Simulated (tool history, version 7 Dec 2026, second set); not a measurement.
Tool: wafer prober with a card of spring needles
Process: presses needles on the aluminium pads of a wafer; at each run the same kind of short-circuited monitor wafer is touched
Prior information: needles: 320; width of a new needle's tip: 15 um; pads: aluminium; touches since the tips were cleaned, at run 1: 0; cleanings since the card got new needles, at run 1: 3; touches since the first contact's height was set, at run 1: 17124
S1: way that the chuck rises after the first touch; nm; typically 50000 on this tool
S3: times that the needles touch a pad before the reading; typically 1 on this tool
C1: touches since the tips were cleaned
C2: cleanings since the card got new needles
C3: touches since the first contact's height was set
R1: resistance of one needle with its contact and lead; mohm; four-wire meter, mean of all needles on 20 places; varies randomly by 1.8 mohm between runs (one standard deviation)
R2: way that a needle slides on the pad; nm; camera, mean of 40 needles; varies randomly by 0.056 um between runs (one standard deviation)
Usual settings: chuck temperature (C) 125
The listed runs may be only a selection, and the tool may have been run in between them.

run 1 hour=0.0 | S1=50000 chuck_temperature_(C)=125 S3=1 | C1=0 C2=3 C3=17124 | R1=187 R2=11540
run 2 hour=6.9 | S1=50000 chuck_temperature_(C)=125 S3=1 | C1=1447 C2=3 C3=18571 | R1=185 R2=11490
run 3 hour=15.3 | S1=50000 chuck_temperature_(C)=125 S3=1 | C1=3231 C2=3 C3=20355 | R1=183 R2=11540
run 4 hour=23.6 | S1=50000 chuck_temperature_(C)=125 S3=1 | C1=4984 C2=3 C3=22108 | R1=185 R2=11420
-- hour=26.5 tips cleaned on abrasive film
run 5 hour=33.6 | S1=50000 chuck_temperature_(C)=125 S3=3 | C1=1494 C2=4 C3=24192 | R1=187 R2=11470
run 6 hour=38.5 | S1=50000 chuck_temperature_(C)=125 S3=3 | C1=2538 C2=4 C3=25236 | R1=187 R2=11510
run 7 hour=47.0 | S1=41000 chuck_temperature_(C)=125 S3=1 | C1=4326 C2=4 C3=27024 | R1=193 R2=9420
-- hour=53.5 tips cleaned on abrasive film
run 8 hour=53.7 | S1=50000 chuck_temperature_(C)=125 S3=1 | C1=49 C2=5 C3=28427 | R1=188 R2=11410
run 9 hour=60.0 | S1=50000 chuck_temperature_(C)=36 S3=1 | C1=1372 C2=5 C3=29750 | R1=169 R2=11510
run 10 hour=69.5 | S1=50000 chuck_temperature_(C)=36 S3=1 | C1=3367 C2=5 C3=31745 | R1=171 R2=11330
run 11 hour=78.6 | S1=50000 chuck_temperature_(C)=36 S3=1 | C1=5299 C2=5 C3=33677 | R1=168 R2=11390
-- hour=80.0 tips cleaned on abrasive film
run 12 hour=84.2 | S1=50000 chuck_temperature_(C)=36 S3=1 | C1=880 C2=6 C3=34826 | R1=166 R2=11430
run 13 hour=92.7 | S1=50000 chuck_temperature_(C)=74 S3=1 | C1=2686 C2=6 C3=36632 | R1=179 R2=11390
run 14 hour=100.4 | S1=35000 chuck_temperature_(C)=52 S3=2 | C1=4311 C2=6 C3=38257 | R1=177 R2=8000
-- hour=106.8 tips cleaned on abrasive film
run 15 hour=109.5 | S1=46000 chuck_temperature_(C)=52 S3=2 | C1=574 C2=7 C3=40155 | R1=173 R2=10420
run 16 hour=117.8 | S1=46000 chuck_temperature_(C)=52 S3=2 | C1=2335 C2=7 C3=41916 | R1=171 R2=10370
run 17 hour=122.7 | S1=51000 chuck_temperature_(C)=94 S3=2 | C1=3370 C2=7 C3=42951 | R1=180 R2=11630
run 18 hour=129.3 | S1=45000 chuck_temperature_(C)=94 S3=2 | C1=4763 C2=7 C3=44344 | R1=178 R2=10160
-- hour=133.9 tips cleaned on abrasive film
run 19 hour=137.7 | S1=45000 chuck_temperature_(C)=94 S3=2 | C1=788 C2=8 C3=46077 | R1=183 R2=10360
run 20 hour=146.5 | S1=70000 chuck_temperature_(C)=125 S3=2 | C1=2658 C2=8 C3=47947 | R1=178 R2=15980
run 21 hour=150.7 | S1=50000 chuck_temperature_(C)=125 S3=3 | C1=3534 C2=8 C3=48823 | R1=186 R2=11410
run 22 hour=155.4 | S1=50000 chuck_temperature_(C)=125 S3=3 | C1=4533 C2=8 C3=49822 | R1=184 R2=11350
-- hour=160.5 tips cleaned on abrasive film
run 23 hour=165.0 | S1=50000 chuck_temperature_(C)=125 S3=3 | C1=963 C2=9 C3=51839 | R1=185 R2=11240

Hidden state at the last listed run before each entry between runs and at the first one after, where it differs:
Runs 4 to 5: tips cleaned on abrasive film (hour 26.5)
  debris on the tips, nm: 0.2 -> 0.1; drift of the gauge itself on scrub_um, %: -0.27 -> -0.38
  measured less the result without the state, R2: -30 -> -40 nm
Runs 7 to 8: tips cleaned on abrasive film (hour 53.5)
  debris on the tips, nm: 0.2 -> 0; drift of the gauge itself on scrub_um, %: -0.54 -> -0.61
  measured less the result without the state, R2: -50 -> -70 nm
Runs 11 to 12: tips cleaned on abrasive film (hour 80.0)
  debris on the tips, nm: 0.2 -> 0.1; drift of the gauge itself on scrub_um, %: -0.9 -> -0.96
  measured less the result without the state, R2: -110 -> -110 nm
Runs 14 to 15: tips cleaned on abrasive film (hour 106.8)
  debris on the tips, nm: 0.2 -> 0; drift of the gauge itself on scrub_um, %: -1.14 -> -1.25
  measured less the result without the state, R2: -90 -> -130 nm
Runs 18 to 19: tips cleaned on abrasive film (hour 133.9)
  debris on the tips, nm: 0.2 -> 0.1; drift of the gauge itself on scrub_um, %: -1.47 -> -1.57
  measured less the result without the state, R2: -160 -> -160 nm
Runs 22 to 23: tips cleaned on abrasive film (hour 160.5)
  debris on the tips, nm: 0.2 -> 0.1; drift of the gauge itself on scrub_um, %: -1.77 -> -1.88
  measured less the result without the state, R2: -210 -> -220 nm

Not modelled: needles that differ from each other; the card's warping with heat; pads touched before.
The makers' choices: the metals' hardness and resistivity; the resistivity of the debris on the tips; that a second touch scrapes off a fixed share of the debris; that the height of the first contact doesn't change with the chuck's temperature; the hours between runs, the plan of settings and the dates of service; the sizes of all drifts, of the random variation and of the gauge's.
